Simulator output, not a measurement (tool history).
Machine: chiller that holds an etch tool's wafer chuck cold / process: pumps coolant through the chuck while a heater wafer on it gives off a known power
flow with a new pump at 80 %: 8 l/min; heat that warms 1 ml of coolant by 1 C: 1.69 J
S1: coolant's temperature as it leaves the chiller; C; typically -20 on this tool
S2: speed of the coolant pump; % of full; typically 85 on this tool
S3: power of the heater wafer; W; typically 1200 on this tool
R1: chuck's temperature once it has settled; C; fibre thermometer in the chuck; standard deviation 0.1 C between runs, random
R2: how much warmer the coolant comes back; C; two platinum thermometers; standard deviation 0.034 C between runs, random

run    hour   S1  S2    S3     R1    R2
  1       0  -20  85  1200   -5.3  5.07
  2    79.7  -20  85   709  -11.4     3
  3   130.7  -20  85  1200   -5.4  4.99
  4   194.5  -20  85  1200   -5.4  5.03
  5   255.6  -20  85  1200   -5.3  5.03
  6   315.4  -20  83  1200   -5.1   5.1
  7   371.5  -20  85  1222   -5.3  5.13
  8   472.5  -20  85  1222     -5  5.18
  9   585.1  -20  85  1200   -5.3   5.1
 10   684.3  -20  85  1200   -5.5  5.03
 11   746.6  -20  85  1200   -5.5  5.07
 12   839.7  -20  89  1200   -5.9  4.83
 13   928.6  -19  85  1200   -4.4  5.02
 14  1020.2  -19  85  1057     -6  4.43
 15  1082.8  -19  85  1057   -6.2  4.44
 16  1130.6  -19  85  1057   -6.1  4.44
 17  1205.6  -18  83  1330   -1.5  5.72
 18  1284.6  -18  83  1330   -1.6  5.75
     1364.8  -- coolant changed, channels flushed
       1375  -- chiller's thermometer calibrated
 19  1407.5  -20  82   829   -9.6  3.57
 20  1470.9  -20  66   933   -6.1  5.02
 21    1559  -20  66   933     -6  4.99
 22  1658.3  -20  85  1286   -4.1  5.39
 23  1755.4  -20  85   671  -11.8  2.81
 24  1809.4  -20  79  1579    0.1  7.11
 25    1920  -26  83  1192  -11.3  5.19
 26  2002.4  -26  83  1192  -11.1  5.08
 27  2112.9  -26  83  1192  -11.1  5.07
 28  2205.1  -30  83  1275  -14.2  5.41
 29    2257  -30  83  1200  -15.1  5.18
 30  2365.2  -30  85  1233    -15  5.15
 31  2418.8  -19  72  1020   -4.7  5.02

What if the next run were any one of these 5? Each begins from the tool's condition after run 31:
  A  2488.5  -22  71   833   ?   ?
  B  2488.5  -30  86  1200   ?   ?
  C  2488.5  -19  80   736   ?   ?
  D  2488.5  -19  61  1020   ?   ?
  E  2488.5  -14  72  1020   ?   ?

run     R1    R2
  A  -10.2  4.12
  B  -15.5  4.88
  C   -9.5  3.28
  D   -2.9  5.91
  E    0.1  5.02
Stripped of hidden state, with their random variation kept, the same runs would have yielded:
run     R1    R2
  A  -10.2  4.11
  B  -15.5  4.88
  C   -9.5  3.27
  D   -2.9   5.9
  E    0.1  5.02
